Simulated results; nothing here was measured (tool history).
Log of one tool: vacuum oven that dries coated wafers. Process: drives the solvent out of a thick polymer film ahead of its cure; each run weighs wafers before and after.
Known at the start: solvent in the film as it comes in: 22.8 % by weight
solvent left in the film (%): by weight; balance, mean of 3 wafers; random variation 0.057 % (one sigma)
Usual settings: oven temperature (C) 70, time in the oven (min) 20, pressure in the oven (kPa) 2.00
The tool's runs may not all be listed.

run	hour	oven temperature (C)	time in the oven (min)	pressure in the oven (kPa)	solvent left in the film (%)
1	0.0	70	20	2.00	2.68
2	90.4	66	20	2.00	4.33
3	167.7	70	17	2.00	3.32
4	220.6	70	17	2.00	3.32
5	301.5	70	17	2.00	3.34
# hour 369.7: oven's thermocouples calibrated
6	407.8	70	17	2.00	3.50
7	499.6	70	17	2.00	3.47
8	576.3	70	17	2.00	3.39
9	670.1	70	20	2.00	2.77
10	778.1	70	20	2.00	2.72
11	844.8	70	20	2.00	2.79
12	897.1	70	20	2.00	2.74
13	991.0	70	20	2.00	2.88
14	1075.5	74	20	2.00	1.80
15	1126.4	74	20	2.00	1.82
16	1238.8	70	13	2.00	4.78
17	1292.5	70	13	2.00	4.74
18	1348.5	70	20	3.27	3.50
19	1462.1	70	20	3.27	3.41
20	1556.8	70	32	2.00	1.71
21	1654.1	70	11	2.00	5.82
22	1767.7	70	11	2.00	5.72
# hour 1842.5: oven's thermocouples calibrated
23	1878.7	70	14	2.00	4.44
24	1968.8	70	35	3.89	2.61
25	2027.1	70	20	1.04	2.43
# hour 2037.3: vacuum gauge cleaned of residue and calibrated
26	2135.1	70	20	1.04	2.08
27	2241.9	58	20	1.04	7.64
28	2303.3	70	34	2.46	1.66
29	2401.0	78	25	7.79	3.05
30	2459.1	78	25	7.79	3.08
31	2543.7	77	13	1.30	1.73
32	2619.8	77	13	1.30	1.83
33	2712.4	57	20	1.75	8.56
34	2763.9	81	14	5.11	2.14
35	2851.5	81	14	5.11	2.15
36	2964.0	81	14	5.11	2.08
37	3033.4	70	28	3.12	2.25
38	3083.7	70	28	3.12	2.26
39	3167.7	70	11	2.00	5.48
40	3285.1	59	22	2.00	6.97
# hour 3316.0: oven's thermocouples calibrated
41	3410.0	70	15	2.00	4.19
42	3480.9	62	17	4.21	8.69
43	3546.7	70	20	4.18	3.93
44	3597.4	70	20	4.18	4.00
45	3703.1	57	15	2.09	10.88
46	3810.9	78	15	2.41	1.69

Forecast each of these 4 alternatives for the next run:
A	3870.7	69	20	2.00	?
B	3870.7	78	14	2.41	?
C	3870.7	70	18	2.00	?
D	3870.7	59	10	3.58	?

run	solvent left in the film (%)
A	3.21
B	1.87
C	3.18
D	13.03
Without the tool's hidden state the same runs would have given:
run	solvent left in the film (%)
A	3.15
B	1.82
C	3.13
D	13.01
